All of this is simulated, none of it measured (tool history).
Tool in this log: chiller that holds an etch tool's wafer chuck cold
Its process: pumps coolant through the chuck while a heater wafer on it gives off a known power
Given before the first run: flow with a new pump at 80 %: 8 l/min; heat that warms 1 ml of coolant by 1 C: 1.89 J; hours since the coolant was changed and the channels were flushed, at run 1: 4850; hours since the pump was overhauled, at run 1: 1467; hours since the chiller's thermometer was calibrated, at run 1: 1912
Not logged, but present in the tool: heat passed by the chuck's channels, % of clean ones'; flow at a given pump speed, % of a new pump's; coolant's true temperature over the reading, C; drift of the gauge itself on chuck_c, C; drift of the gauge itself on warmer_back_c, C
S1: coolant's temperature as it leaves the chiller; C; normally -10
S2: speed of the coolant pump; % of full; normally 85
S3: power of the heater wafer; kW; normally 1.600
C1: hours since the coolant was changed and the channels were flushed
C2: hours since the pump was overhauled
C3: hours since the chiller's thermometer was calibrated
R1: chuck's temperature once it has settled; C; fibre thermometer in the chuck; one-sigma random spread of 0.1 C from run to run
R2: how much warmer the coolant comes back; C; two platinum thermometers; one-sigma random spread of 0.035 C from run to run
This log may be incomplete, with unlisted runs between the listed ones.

{"run": 1, "hour": 0.0, "S1": -10, "S2": 85, "S3": 1.6, "C1": 4850, "C2": 1467, "C3": 1912, "R1": 10.7, "R2": 6.09}
{"run": 2, "hour": 32.4, "S1": -10, "S2": 85, "S3": 1.6, "C1": 4882, "C2": 1499, "C3": 1944, "R1": 10.9, "R2": 6.15}
{"run": 3, "hour": 77.8, "S1": -10, "S2": 85, "S3": 1.6, "C1": 4927, "C2": 1545, "C3": 1989, "R1": 10.8, "R2": 6.12}
{"run": 4, "hour": 125.6, "S1": -10, "S2": 85, "S3": 1.086, "C1": 4975, "C2": 1593, "C3": 2037, "R1": 4.2, "R2": 4.15}
{"run": 5, "hour": 186.3, "S1": -10, "S2": 85, "S3": 0.898, "C1": 5036, "C2": 1653, "C3": 2098, "R1": 1.7, "R2": 3.44}
{"run": 6, "hour": 248.9, "S1": -10, "S2": 85, "S3": 0.898, "C1": 5099, "C2": 1716, "C3": 2161, "R1": 1.8, "R2": 3.48}
{"run": 7, "hour": 279.9, "S1": -10, "S2": 85, "S3": 0.898, "C1": 5130, "C2": 1747, "C3": 2192, "R1": 1.5, "R2": 3.5}
{"run": 8, "hour": 342.4, "S1": -10, "S2": 85, "S3": 0.898, "C1": 5192, "C2": 1809, "C3": 2254, "R1": 1.7, "R2": 3.46}
{"run": 9, "hour": 397.6, "S1": -10, "S2": 77, "S3": 1.6, "C1": 5247, "C2": 1865, "C3": 2309, "R1": 12.6, "R2": 6.77}
{"run": 10, "hour": 456.0, "S1": -10, "S2": 77, "S3": 1.6, "C1": 5306, "C2": 1923, "C3": 2368, "R1": 12.7, "R2": 6.76}
{"run": 11, "hour": 502.6, "S1": -10, "S2": 77, "S3": 1.6, "C1": 5352, "C2": 1970, "C3": 2414, "R1": 12.8, "R2": 6.75}
{"run": 12, "hour": 544.8, "S1": -9, "S2": 77, "S3": 1.6, "C1": 5394, "C2": 2012, "C3": 2456, "R1": 13.8, "R2": 6.76}
{"run": 13, "hour": 590.8, "S1": -14, "S2": 97, "S3": 1.541, "C1": 5441, "C2": 2058, "C3": 2503, "R1": 4.3, "R2": 5.22}
{"run": 14, "hour": 623.7, "S1": -14, "S2": 97, "S3": 1.541, "C1": 5473, "C2": 2091, "C3": 2535, "R1": 4.5, "R2": 5.23}
{"run": 15, "hour": 690.2, "S1": -14, "S2": 97, "S3": 2.397, "C1": 5540, "C2": 2157, "C3": 2602, "R1": 14.9, "R2": 8.08}
{"hour": 698.3, "done": "coolant pump overhauled"}
{"run": 16, "hour": 758.4, "S1": -7, "S2": 65, "S3": 1.037, "C1": 5603, "C2": 60, "C3": 2665, "R1": 10.0, "R2": 5.3}
{"run": 17, "hour": 819.8, "S1": -7, "S2": 65, "S3": 1.037, "C1": 5664, "C2": 121, "C3": 2727, "R1": 10.0, "R2": 5.23}
{"run": 18, "hour": 882.2, "S1": -10, "S2": 90, "S3": 1.391, "C1": 5727, "C2": 184, "C3": 2789, "R1": 8.0, "R2": 5.09}
{"run": 19, "hour": 944.0, "S1": -10, "S2": 90, "S3": 1.391, "C1": 5789, "C2": 246, "C3": 2851, "R1": 8.1, "R2": 5.13}
{"run": 20, "hour": 984.4, "S1": -10, "S2": 90, "S3": 1.391, "C1": 5829, "C2": 286, "C3": 2891, "R1": 8.2, "R2": 5.19}
{"run": 21, "hour": 1018.7, "S1": -3, "S2": 67, "S3": 1.811, "C1": 5863, "C2": 320, "C3": 2925, "R1": 26.4, "R2": 8.98}
{"hour": 1045.6, "done": "coolant pump overhauled, once more"}
{"run": 22, "hour": 1064.3, "S1": -3, "S2": 67, "S3": 1.811, "C1": 5904, "C2": 19, "C3": 2966, "R1": 25.4, "R2": 8.66}
{"run": 23, "hour": 1115.5, "S1": -2, "S2": 64, "S3": 1.38, "C1": 5955, "C2": 70, "C3": 3017, "R1": 20.4, "R2": 6.89}
{"run": 24, "hour": 1171.3, "S1": -3, "S2": 95, "S3": 2.325, "C1": 6011, "C2": 126, "C3": 3073, "R1": 25.3, "R2": 7.75}

Hidden state at the last listed run before each entry between runs and at the first one after, where it differs:
Logged between run 15 and run 16: coolant pump overhauled (hour 698.3)
  heat passed by the chuck's channels, % of clean ones': 84.8 -> 84.6; flow at a given pump speed, % of a new pump's: 97.4 -> 95.7
  measured minus no-state result, R1: +4.1 -> +2.6 C; R2: +0.21 -> +0.23 C
Logged between run 21 and run 22: coolant pump overhauled, once more (hour 1045.6)
  heat passed by the chuck's channels, % of clean ones': 83.8 -> 83.7; flow at a given pump speed, % of a new pump's: 95.4 -> 99.6; coolant's true temperature over the reading, C: -0.11 -> -0.12
  measured minus no-state result, R1: +4.7 -> +3.8 C; R2: +0.41 -> +0.03 C

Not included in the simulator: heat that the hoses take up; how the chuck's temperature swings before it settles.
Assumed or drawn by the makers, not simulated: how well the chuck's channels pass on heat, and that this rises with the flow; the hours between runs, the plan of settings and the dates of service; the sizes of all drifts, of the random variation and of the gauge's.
